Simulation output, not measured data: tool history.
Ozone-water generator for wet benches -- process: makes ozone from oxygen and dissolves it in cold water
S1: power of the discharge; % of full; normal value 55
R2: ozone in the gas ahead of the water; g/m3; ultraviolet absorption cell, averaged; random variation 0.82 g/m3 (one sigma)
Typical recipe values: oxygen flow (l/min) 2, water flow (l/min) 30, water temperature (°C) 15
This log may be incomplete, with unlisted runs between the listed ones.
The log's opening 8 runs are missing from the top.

run 9 hour=741.7 | S1=55 oxygen_flow_(l/min)=2 water_flow_(l/min)=31 water_temperature_(°C)=15 | dissolved_ozone_(ppm)=6 R2=126.2
run 10 hour=862.2 | S1=55 oxygen_flow_(l/min)=2 water_flow_(l/min)=31 water_temperature_(°C)=15 | dissolved_ozone_(ppm)=5.9 R2=126.8
run 11 hour=954.1 | S1=55 oxygen_flow_(l/min)=2 water_flow_(l/min)=31 water_temperature_(°C)=15 | dissolved_ozone_(ppm)=5.6 R2=126.9
run 12 hour=1060 | S1=55 oxygen_flow_(l/min)=2 water_flow_(l/min)=31 water_temperature_(°C)=15 | dissolved_ozone_(ppm)=5.8 R2=127.1
run 13 hour=1163.1 | S1=55 oxygen_flow_(l/min)=2 water_flow_(l/min)=31 water_temperature_(°C)=15 | dissolved_ozone_(ppm)=5.7 R2=128
run 14 hour=1228.4 | S1=55 oxygen_flow_(l/min)=2 water_flow_(l/min)=30 water_temperature_(°C)=15 | dissolved_ozone_(ppm)=6.1 R2=124.7
run 15 hour=1338.3 | S1=55 oxygen_flow_(l/min)=2.35 water_flow_(l/min)=30 water_temperature_(°C)=15 | dissolved_ozone_(ppm)=6.2 R2=116.4
run 16 hour=1421 | S1=55 oxygen_flow_(l/min)=2 water_flow_(l/min)=30 water_temperature_(°C)=15 | dissolved_ozone_(ppm)=5.9 R2=127.7
run 17 hour=1550.1 | S1=55 oxygen_flow_(l/min)=2 water_flow_(l/min)=30 water_temperature_(°C)=15 | dissolved_ozone_(ppm)=6 R2=124.7
run 18 hour=1646.5 | S1=52 oxygen_flow_(l/min)=2 water_flow_(l/min)=30 water_temperature_(°C)=15 | dissolved_ozone_(ppm)=5.7 R2=121
run 19 hour=1738.7 | S1=44 oxygen_flow_(l/min)=3.44 water_flow_(l/min)=20 water_temperature_(°C)=13 | dissolved_ozone_(ppm)=8.9 R2=84.9
run 20 hour=1853.7 | S1=46 oxygen_flow_(l/min)=3.44 water_flow_(l/min)=28 water_temperature_(°C)=13 | dissolved_ozone_(ppm)=6.7 R2=85.6
run 21 hour=1915 | S1=46 oxygen_flow_(l/min)=3.44 water_flow_(l/min)=28 water_temperature_(°C)=13 | dissolved_ozone_(ppm)=6.7 R2=86.1
run 22 hour=2015.8 | S1=46 oxygen_flow_(l/min)=3.44 water_flow_(l/min)=28 water_temperature_(°C)=13 | dissolved_ozone_(ppm)=6.8 R2=86.1
run 23 hour=2085.6 | S1=97 oxygen_flow_(l/min)=2 water_flow_(l/min)=43 water_temperature_(°C)=15 | dissolved_ozone_(ppm)=5.7 R2=166.1
run 24 hour=2178.6 | S1=95 oxygen_flow_(l/min)=2.68 water_flow_(l/min)=28 water_temperature_(°C)=17 | dissolved_ozone_(ppm)=8.9 R2=141.9
run 25 hour=2289.4 | S1=95 oxygen_flow_(l/min)=1.86 water_flow_(l/min)=28 water_temperature_(°C)=15 | dissolved_ozone_(ppm)=8.1 R2=170
run 26 hour=2385.9 | S1=95 oxygen_flow_(l/min)=1.86 water_flow_(l/min)=28 water_temperature_(°C)=15 | dissolved_ozone_(ppm)=8.1 R2=170.9
run 27 hour=2513.7 | S1=85 oxygen_flow_(l/min)=2.96 water_flow_(l/min)=41 water_temperature_(°C)=15 | dissolved_ozone_(ppm)=6.2 R2=126
run 28 hour=2625.1 | S1=43 oxygen_flow_(l/min)=2 water_flow_(l/min)=42 water_temperature_(°C)=9 | dissolved_ozone_(ppm)=3.6 R2=108.5
run 29 hour=2687.3 | S1=82 oxygen_flow_(l/min)=2 water_flow_(l/min)=25 water_temperature_(°C)=17 | dissolved_ozone_(ppm)=8.4 R2=153.1

Predict the results of run 30:
run 30 hour=2766 | S1=52 oxygen_flow_(l/min)=1.87 water_flow_(l/min)=30 water_temperature_(°C)=9 | dissolved_ozone_(ppm)=? R2=?

dissolved ozone (ppm): 5.6
R2: 123.9 g/m3
Take away the tool's hidden state, keep the run-to-run variation as it was, and the same run would have given dissolved ozone (ppm) 6, R2 129.8 g/m3.

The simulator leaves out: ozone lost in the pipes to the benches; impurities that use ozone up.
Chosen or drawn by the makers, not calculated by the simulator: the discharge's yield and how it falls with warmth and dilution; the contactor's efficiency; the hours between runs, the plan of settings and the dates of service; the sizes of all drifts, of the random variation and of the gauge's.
